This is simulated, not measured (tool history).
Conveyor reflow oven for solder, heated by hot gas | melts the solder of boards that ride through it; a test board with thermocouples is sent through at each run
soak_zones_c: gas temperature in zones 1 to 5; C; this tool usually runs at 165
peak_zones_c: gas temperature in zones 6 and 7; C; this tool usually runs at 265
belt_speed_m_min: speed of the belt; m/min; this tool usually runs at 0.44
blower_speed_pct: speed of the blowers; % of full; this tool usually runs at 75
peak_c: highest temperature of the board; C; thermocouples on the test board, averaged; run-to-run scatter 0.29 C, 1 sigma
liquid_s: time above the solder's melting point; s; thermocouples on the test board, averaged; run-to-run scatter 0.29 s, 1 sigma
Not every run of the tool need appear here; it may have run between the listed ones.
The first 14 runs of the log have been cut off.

run    hour  soak_zones_c  peak_zones_c  belt_speed_m_min  blower_speed_pct  hours of work since the flux was cleaned out  hours of work since the belt drive was overhauled  hours of work since the thermocouples were changed  peak_c  liquid_s
 15   692.1           165           265              0.44                75                                            87                                                759                                                 494   245.8      52.4
 16   747.3           165           265              0.44                75                                           111                                                782                                                 517   245.2      52.6
      776.8  -- thermocouples of zones 6 and 7 changed
 17   788.9           165           268             0.393                82                                           127                                                799                                                   5   253.4      67.5
        825  -- flux residue cleaned out of gas plates and filters, once more
 18   851.4           165           268             0.393                82                                            11                                                823                                                  29   255.9      71.1
 19   903.3           165           258             0.395                75                                            33                                                845                                                  51   245.5      61.5
 20   954.2           162           276             0.424                53                                            54                                                866                                                  73   254.4      61.1
 21   995.2           165           278             0.507                78                                            72                                                883                                                  90   255.6      52.4
 22  1039.5           174           273              0.52                86                                            90                                                902                                                 108   253.1      53.1
 23  1065.5           174           273              0.52                66                                           101                                                913                                                 119   249.3      48.9
 24  1123.2           165           260              0.44                62                                           125                                                937                                                 144   241.2      48.8
 25  1153.5           165           260              0.44                62                                           138                                                950                                                 156   241.7      48.5
 26  1211.9           165           269              0.48                51                                           163                                                975                                                 181   242.6      43.6
 27  1258.2           151           269              0.48                51                                           182                                                994                                                 200   238.9      35.9
 28  1291.8           177           258              0.48                51                                           196                                               1008                                                 215     236      41.1
 29  1332.1           165           277             0.471                75                                           213                                               1025                                                 231   255.4      57.3
 30  1384.9           165           266              0.44                75                                           236                                               1047                                                 254   248.1      55.7
 31  1441.1           169           275             0.464                60                                           259                                               1071                                                 277   252.2      55.2

4 options for the next run, each taken on its own from the tool as it stands now. Forecast them:
  A  1486.7           169           258             0.379                60                                           278                                               1090                                                 297       ?         ?
  B  1486.7           169           273             0.512                60                                           278                                               1090                                                 297       ?         ?
  C  1486.7           165           274             0.505                51                                           278                                               1090                                                 297       ?         ?
  D  1486.7           169           255             0.471                60                                           278                                               1090                                                 297       ?         ?

run  peak_c  liquid_s
  A   243.6      62.6
  B   245.1      44.8
  C   243.1      41.7
  D     234      37.1
With no hidden state in the tool, these same runs would have given:
run  peak_c  liquid_s
  A   245.4      63.6
  B   247.2      45.8
  C   245.1      42.7
  D     236      39.1

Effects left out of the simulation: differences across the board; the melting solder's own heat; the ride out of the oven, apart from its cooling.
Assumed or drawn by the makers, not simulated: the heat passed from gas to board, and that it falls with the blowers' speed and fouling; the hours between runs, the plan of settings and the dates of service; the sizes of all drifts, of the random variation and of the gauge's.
